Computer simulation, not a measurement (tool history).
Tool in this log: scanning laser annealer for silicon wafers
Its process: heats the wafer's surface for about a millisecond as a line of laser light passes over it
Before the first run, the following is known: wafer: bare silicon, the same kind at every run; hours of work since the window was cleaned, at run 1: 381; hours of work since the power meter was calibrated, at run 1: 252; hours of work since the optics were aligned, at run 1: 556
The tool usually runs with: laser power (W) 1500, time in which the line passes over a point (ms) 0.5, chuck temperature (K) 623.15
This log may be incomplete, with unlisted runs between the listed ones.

run   hour  laser power (W)  time in which the line passes over a point (ms)  chuck temperature (K)  hours of work since the window was cleaned  hours of work since the power meter was calibrated  hours of work since the optics were aligned  highest temperature of the surface (K)
  1      0             1500                                              0.5                 623.15                                         381                                                 252                                          556                                 1327.15
  2   30.1             1500                                              0.5                 623.15                                         403                                                 274                                          578                                 1326.15
  3   47.1             1500                                              0.5                 623.15                                         416                                                 286                                          591                                 1322.15
  4   69.5             1500                                              0.5                 623.15                                         432                                                 302                                          607                                 1324.15
  5   89.1             1500                                              0.5                 623.15                                         446                                                 316                                          621                                 1324.15
  6    125             1500                                              0.5                 623.15                                         472                                                 342                                          647                                 1320.15
  7  140.6             1500                                              0.5                 623.15                                         483                                                 353                                          658                                 1319.15
  8    168             1500                                              0.5                 623.15                                         503                                                 373                                          678                                 1318.15
  9  190.3             1500                                              0.5                 623.15                                         519                                                 389                                          694                                 1315.15
 10  208.2             1500                                            0.512                 623.15                                         532                                                 402                                          707                                 1321.15

Expected results for the next run?
 11  241.2             1434                                            0.398                 659.15                                         556                                                 426                                          731                                       ?

highest temperature of the surface (K): 1247.15
Had the tool carried no hidden state, the very same run would have given highest temperature of the surface (K) 1289.15.

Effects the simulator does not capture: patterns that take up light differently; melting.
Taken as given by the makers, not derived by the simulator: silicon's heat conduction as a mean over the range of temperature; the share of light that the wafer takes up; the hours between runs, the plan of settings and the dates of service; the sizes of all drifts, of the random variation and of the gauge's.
